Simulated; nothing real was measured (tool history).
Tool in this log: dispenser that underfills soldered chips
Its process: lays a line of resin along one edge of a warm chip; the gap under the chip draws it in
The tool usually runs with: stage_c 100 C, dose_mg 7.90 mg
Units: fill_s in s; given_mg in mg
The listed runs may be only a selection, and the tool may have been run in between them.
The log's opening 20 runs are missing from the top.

run     day  stage_c  dose_mg  fill_s  given_mg
 21   6.883       99     7.90   147.5      7.48
      6.942  -- new syringe of resin
 22   7.138       99     7.90   136.9      7.48
      7.292  -- new syringe of resin
 23   7.454       99     7.90   137.4      7.39
      7.638  -- new syringe of resin
 24   7.867       87     8.23   201.3      7.80
      7.996  -- new syringe of resin
      8.342  -- new syringe of resin
 25   8.408      106     7.28   104.4      6.85
      8.683  -- new syringe of resin
      8.796  -- dispensing valve cleaned and set on the balance
 26   8.933       91     9.77   164.9      9.74
      9.088  -- new syringe of resin
 27   9.233      108     8.11   101.3      8.10
      9.446  -- new syringe of resin
 28   9.658       88     9.54   188.8      9.48
      9.783  -- new syringe of resin
 29  10.058      104     7.54   132.7      7.48
     10.162  -- new syringe of resin
 30  10.475       99     9.94   146.0      9.89
     10.512  -- new syringe of resin
     10.854  -- new syringe of resin
 31  10.983      110     8.87    94.7      8.72
     11.208  -- new syringe of resin
 32  11.396       86     6.88   211.9      6.74
     11.567  -- new syringe of resin
 33  11.662      100     6.85   129.2      6.74
     11.904  -- new syringe of resin
 34  12.008      113     7.48    87.9      7.34

Branching from run 34: 4 alternative next runs. What would each branch give?
     12.254  -- new syringe of resin
  A  12.479       88     6.93       ?         ?
     12.254  -- new syringe of resin
  B  12.479      106     6.88       ?         ?
     12.254  -- new syringe of resin
  C  12.479      113     7.90       ?         ?
     12.254  -- new syringe of resin
  D  12.479      111     8.41       ?         ?

run  fill_s  given_mg
  A   202.0      6.82
  B   123.0      6.76
  C    98.2      7.61
  D   100.4      8.12
The same runs, with their run-to-run variation unchanged, on a tool lacking any hidden condition would have given:
run  fill_s  given_mg
  A   157.3      7.01
  B    96.1      6.94
  C    77.1      7.82
  D    78.8      8.34

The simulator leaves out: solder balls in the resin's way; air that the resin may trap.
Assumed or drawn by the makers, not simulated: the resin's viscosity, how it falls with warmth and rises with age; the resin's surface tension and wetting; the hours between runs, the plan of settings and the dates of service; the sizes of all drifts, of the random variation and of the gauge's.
